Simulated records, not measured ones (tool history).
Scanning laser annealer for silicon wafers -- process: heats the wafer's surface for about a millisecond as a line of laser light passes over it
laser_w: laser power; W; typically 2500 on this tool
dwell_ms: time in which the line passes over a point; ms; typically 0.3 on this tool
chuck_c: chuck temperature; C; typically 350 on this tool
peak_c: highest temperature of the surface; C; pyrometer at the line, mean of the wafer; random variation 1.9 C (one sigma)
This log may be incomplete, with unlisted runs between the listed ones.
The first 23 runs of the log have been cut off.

Run 24, hour 473.8: usual settings but laser_w 2357 W, dwell_ms 0.32 ms, chuck_c 341 C. Result: peak_c 1095 C.
Run 25, hour 493.5: usual settings but laser_w 2357 W, dwell_ms 0.32 ms, chuck_c 341 C. Result: peak_c 1092 C.
Run 26, hour 520.9: usual settings but laser_w 2357 W, dwell_ms 0.231 ms, chuck_c 340 C. Result: peak_c 959 C.
Run 27, hour 543.3: usual settings but laser_w 2267 W, dwell_ms 0.317 ms, chuck_c 373 C. Result: peak_c 1087 C.
Run 28, hour 570.9: usual settings but laser_w 2267 W, dwell_ms 0.291 ms, chuck_c 370 C. Result: peak_c 1047 C.
Run 29, hour 582.6: usual settings but laser_w 2206 W, dwell_ms 0.347 ms, chuck_c 345 C. Result: peak_c 1069 C.
Run 30, hour 611: usual settings but laser_w 2411 W. Result: peak_c 1097 C.
Run 31, hour 626.4: usual settings but dwell_ms 0.321 ms, chuck_c 341 C. Result: peak_c 1154 C.
Run 32, hour 654: usual settings but dwell_ms 0.358 ms. Result: peak_c 1215 C.
Run 33, hour 667.1: usual settings but dwell_ms 0.358 ms. Result: peak_c 1220 C.
Run 34, hour 689.8: usual settings but laser_w 2485 W, dwell_ms 0.288 ms, chuck_c 347 C. Result: peak_c 1104 C.
Run 35, hour 713.5: usual settings but laser_w 2485 W, dwell_ms 0.288 ms, chuck_c 347 C. Result: peak_c 1105 C.
Run 36, hour 732.9: usual settings but laser_w 2327 W, dwell_ms 0.28 ms, chuck_c 324 C. Result: peak_c 1003 C.
Run 37, hour 753.5: usual settings but laser_w 2327 W, dwell_ms 0.28 ms, chuck_c 324 C. Result: peak_c 1008 C.
Run 38, hour 775: usual settings but laser_w 2504 W, dwell_ms 0.303 ms, chuck_c 354 C. Result: peak_c 1135 C.
Run 39, hour 802.2: usual settings but laser_w 2205 W, dwell_ms 0.284 ms, chuck_c 357 C. Result: peak_c 995 C.
Run 40, hour 828.8: usual settings but laser_w 2750 W, dwell_ms 0.265 ms, chuck_c 368 C. Result: peak_c 1186 C.

Forecast each of these 4 alternatives for the next run:
Run A, hour 856.9: usual settings but laser_w 2336 W. Result: peak_c ?.
Run B, hour 856.9: usual settings but dwell_ms 0.335 ms. Result: peak_c ?.
Run C, hour 856.9: usual settings but laser_w 2230 W, chuck_c 390 C. Result: peak_c ?.
Run D, hour 856.9: usual settings but laser_w 2750 W, dwell_ms 0.265 ms, chuck_c 360 C. Result: peak_c ?.

run  peak_c
  A    1062
  B    1179
  C    1059
  D    1175
Without the tool's unlogged condition, the same runs would have read:
run  peak_c
  A    1078
  B    1197
  C    1074
  D    1192
